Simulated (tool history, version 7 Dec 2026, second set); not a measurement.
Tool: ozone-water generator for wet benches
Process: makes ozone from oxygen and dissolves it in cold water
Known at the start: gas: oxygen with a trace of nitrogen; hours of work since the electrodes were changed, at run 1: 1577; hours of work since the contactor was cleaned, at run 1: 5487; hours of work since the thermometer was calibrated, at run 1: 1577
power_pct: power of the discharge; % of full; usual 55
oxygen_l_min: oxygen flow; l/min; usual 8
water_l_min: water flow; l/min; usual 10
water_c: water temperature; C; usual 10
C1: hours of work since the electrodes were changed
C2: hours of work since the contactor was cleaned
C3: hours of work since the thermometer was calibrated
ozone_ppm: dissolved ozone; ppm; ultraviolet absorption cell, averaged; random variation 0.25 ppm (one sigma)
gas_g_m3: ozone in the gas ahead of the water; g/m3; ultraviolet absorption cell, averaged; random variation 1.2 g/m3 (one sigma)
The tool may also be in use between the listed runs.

Run 1, hour 0: usual settings; C1 1577; C2 5487; C3 1577. Result: ozone_ppm 34.7 ppm, gas_g_m3 203 g/m3.
At hour 42.4: contactor cleaned.
Run 2, hour 234.7: usual settings; C1 1729; C2 126; C3 1729. Result: ozone_ppm 37.1 ppm, gas_g_m3 203.1 g/m3.
Run 3, hour 408.8: usual settings; C1 1844; C2 241; C3 1844. Result: ozone_ppm 37 ppm, gas_g_m3 201.2 g/m3.
Run 4, hour 531.1: usual settings but oxygen_l_min 10.25 l/min; C1 1924; C2 321; C3 1924. Result: ozone_ppm 36 ppm, gas_g_m3 182.5 g/m3.
Run 5, hour 738.5: usual settings but oxygen_l_min 10.25 l/min; C1 2060; C2 458; C3 2060. Result: ozone_ppm 35.7 ppm, gas_g_m3 182.3 g/m3.
Run 6, hour 926.1: usual settings; C1 2184; C2 581; C3 2184. Result: ozone_ppm 36.4 ppm, gas_g_m3 200.6 g/m3.
Run 7, hour 1069.7: usual settings but power_pct 71 % of full; C1 2278; C2 675; C3 2278. Result: ozone_ppm 42.7 ppm, gas_g_m3 235.4 g/m3.
Run 8, hour 1244.7: usual settings; C1 2393; C2 790; C3 2393. Result: ozone_ppm 36.1 ppm, gas_g_m3 200 g/m3.
Run 9, hour 1403.4: usual settings but power_pct 50 % of full; C1 2497; C2 895; C3 2497. Result: ozone_ppm 33.9 ppm, gas_g_m3 188.7 g/m3.
Run 10, hour 1610.8: usual settings but power_pct 50 % of full; C1 2634; C2 1031; C3 2634. Result: ozone_ppm 34.4 ppm, gas_g_m3 189.3 g/m3.
Run 11, hour 1744.8: usual settings but power_pct 50 % of full; C1 2722; C2 1119; C3 2722. Result: ozone_ppm 34.1 ppm, gas_g_m3 189.8 g/m3.
Run 12, hour 1915.2: usual settings but power_pct 50 % of full; C1 2834; C2 1231; C3 2834. Result: ozone_ppm 33.7 ppm, gas_g_m3 188.6 g/m3.
Run 13, hour 2079.3: usual settings but power_pct 50 % of full; C1 2942; C2 1339; C3 2942. Result: ozone_ppm 33.7 ppm, gas_g_m3 188.5 g/m3.
Run 14, hour 2201.4: usual settings but power_pct 50 % of full; C1 3022; C2 1419; C3 3022. Result: ozone_ppm 33.5 ppm, gas_g_m3 186.7 g/m3.
Run 15, hour 2328: usual settings but power_pct 50 % of full; C1 3105; C2 1503; C3 3105. Result: ozone_ppm 33.7 ppm, gas_g_m3 186.6 g/m3.
Run 16, hour 2473.8: usual settings but power_pct 50 % of full, water_l_min 8 l/min; C1 3201; C2 1598; C3 3201. Result: ozone_ppm 39 ppm, gas_g_m3 186.5 g/m3.
Run 17, hour 2677.9: usual settings but power_pct 50 % of full, water_l_min 8 l/min; C1 3335; C2 1733; C3 3335. Result: ozone_ppm 39 ppm, gas_g_m3 185.7 g/m3.
Run 18, hour 2847.8: usual settings but power_pct 50 % of full, water_l_min 8 l/min; C1 3447; C2 1844; C3 3447. Result: ozone_ppm 38.1 ppm, gas_g_m3 186.7 g/m3.
Run 19, hour 3019.8: usual settings but power_pct 54 % of full, oxygen_l_min 4.34 l/min, water_l_min 8 l/min; C1 3560; C2 1957; C3 3560. Result: ozone_ppm 41.9 ppm, gas_g_m3 254.7 g/m3.
Run 20, hour 3181.9: usual settings but power_pct 54 % of full, oxygen_l_min 4.34 l/min, water_l_min 8 l/min; C1 3667; C2 2064; C3 3667. Result: ozone_ppm 41.7 ppm, gas_g_m3 251.2 g/m3.
Run 21, hour 3295.3: usual settings but water_l_min 12 l/min, water_c 14 C; C1 3741; C2 2138; C3 3741. Result: ozone_ppm 28.2 ppm, gas_g_m3 196.1 g/m3.
Run 22, hour 3493.2: usual settings but power_pct 89 % of full, oxygen_l_min 10.52 l/min, water_l_min 14 l/min, water_c 8 C; C1 3871; C2 2268; C3 3871. Result: ozone_ppm 36.5 ppm, gas_g_m3 232.1 g/m3.
Run 23, hour 3608.1: usual settings but power_pct 89 % of full, oxygen_l_min 10.52 l/min, water_l_min 14 l/min, water_c 8 C; C1 3947; C2 2344; C3 3947. Result: ozone_ppm 36.7 ppm, gas_g_m3 232.5 g/m3.
Run 24, hour 3831.8: usual settings but power_pct 89 % of full, oxygen_l_min 10.52 l/min, water_l_min 14 l/min, water_c 8 C; C1 4094; C2 2491; C3 4094. Result: ozone_ppm 36.1 ppm, gas_g_m3 230.4 g/m3.
Run 25, hour 4051.2: usual settings but power_pct 89 % of full, oxygen_l_min 10.52 l/min, water_l_min 14 l/min, water_c 8 C; C1 4238; C2 2635; C3 4238. Result: ozone_ppm 36 ppm, gas_g_m3 230.7 g/m3.
Run 26, hour 4173.4: usual settings but power_pct 92 % of full, oxygen_l_min 13.35 l/min; C1 4318; C2 2716; C3 4318. Result: ozone_ppm 43.5 ppm, gas_g_m3 211 g/m3.
Run 27, hour 4280.4: usual settings but power_pct 58 % of full, oxygen_l_min 7.94 l/min, water_l_min 15 l/min, water_c 7 C; C1 4389; C2 2786; C3 4389. Result: ozone_ppm 27 ppm, gas_g_m3 201.3 g/m3.
Run 28, hour 4470.7: usual settings but power_pct 79 % of full, oxygen_l_min 5.1 l/min, water_l_min 15 l/min, water_c 6 C; C1 4514; C2 2911; C3 4514. Result: ozone_ppm 31.1 ppm, gas_g_m3 292.1 g/m3.
Run 29, hour 4566.4: usual settings but power_pct 79 % of full, oxygen_l_min 5.1 l/min, water_l_min 15 l/min, water_c 6 C; C1 4577; C2 2974; C3 4577. Result: ozone_ppm 31.3 ppm, gas_g_m3 286.2 g/m3.
At hour 4606: water thermometer calibrated.
Run 30, hour 4772.7: usual settings but power_pct 79 % of full, oxygen_l_min 5.1 l/min, water_l_min 15 l/min, water_c 6 C; C1 4712; C2 3109; C3 110. Result: ozone_ppm 31 ppm, gas_g_m3 289.2 g/m3.
Run 31, hour 5005.1: usual settings but power_pct 79 % of full, oxygen_l_min 5.1 l/min, water_l_min 15 l/min, water_c 6 C; C1 4865; C2 3262; C3 262. Result: ozone_ppm 30.9 ppm, gas_g_m3 287.4 g/m3.
Run 32, hour 5130.9: usual settings but power_pct 44 % of full, oxygen_l_min 5.58 l/min, water_l_min 15 l/min, water_c 6 C; C1 4948; C2 3345; C3 345. Result: ozone_ppm 22.4 ppm, gas_g_m3 197.4 g/m3.

Hidden state or all else? Some run-to-run changes of ozone_ppm, split into what the settings, what came in and random variation would give without the hidden state, and what is left for the hidden state (with any gauge scatter that isn't in both results):
The hidden state here: yield of the discharge, % of new electrodes'; contactor's efficiency, % of a clean one's; true water temperature over the reading, C; drift of the gauge itself on ozone_ppm, %; drift of the gauge itself on gas_g_m3, %.
Run 1 -> 2: contactor cleaned. ozone_ppm +2.4 ppm: hidden state +2.7, all else -0.3.
Run 20 -> 21: power_pct 54 -> 55, oxygen_l_min 4.34 -> 8, water_l_min 8 -> 12, water_c 10 -> 14. ozone_ppm -13.5 ppm: hidden state +1.1, all else -14.6.
Run 26 -> 27: power_pct 92 -> 58, oxygen_l_min 13.35 -> 7.94, water_l_min 10 -> 15, water_c 10 -> 7. ozone_ppm -16.5 ppm: hidden state +3.3, all else -19.8.
Run 31 -> 32: power_pct 79 -> 44, oxygen_l_min 5.1 -> 5.58. ozone_ppm -8.5 ppm: hidden state +2.2, all else -10.7.

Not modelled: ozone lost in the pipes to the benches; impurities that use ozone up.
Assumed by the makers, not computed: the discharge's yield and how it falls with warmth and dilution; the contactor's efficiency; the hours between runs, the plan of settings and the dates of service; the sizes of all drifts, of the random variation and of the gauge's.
